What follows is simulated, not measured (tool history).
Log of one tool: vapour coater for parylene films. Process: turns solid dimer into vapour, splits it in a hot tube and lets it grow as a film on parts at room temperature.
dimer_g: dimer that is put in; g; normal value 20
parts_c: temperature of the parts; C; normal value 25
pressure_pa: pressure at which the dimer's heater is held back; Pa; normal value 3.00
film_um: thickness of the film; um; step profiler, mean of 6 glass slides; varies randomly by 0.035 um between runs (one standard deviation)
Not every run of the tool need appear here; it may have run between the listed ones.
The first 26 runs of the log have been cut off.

run	day	dimer_g	parts_c	pressure_pa	film_um
27	23.117	30	28	3.39	7.24
28	24.104	30	28	3.39	7.18
29	24.842	30	28	3.39	7.31
30	25.975	20	36	9.17	3.15
31	26.762	20	36	9.17	3.19
32	27.946	29	25	4.34	7.45
33	28.529	20	24	3.15	5.60
34	29.075	20	24	3.15	5.63
35	30.075	14	19	3.59	4.65

Forecast each of these 4 alternatives for the next run:
A	31.296	20	25	6.24	?
B	31.296	14	17	10.36	?
C	31.296	14	32	3.59	?
D	31.296	17	20	5.80	?

run	film_um
A	4.93
B	4.33
C	2.86
D	5.03
Had the tool no hidden state, the same runs would have come out as:
run	film_um
A	4.95
B	4.35
C	2.87
D	5.05
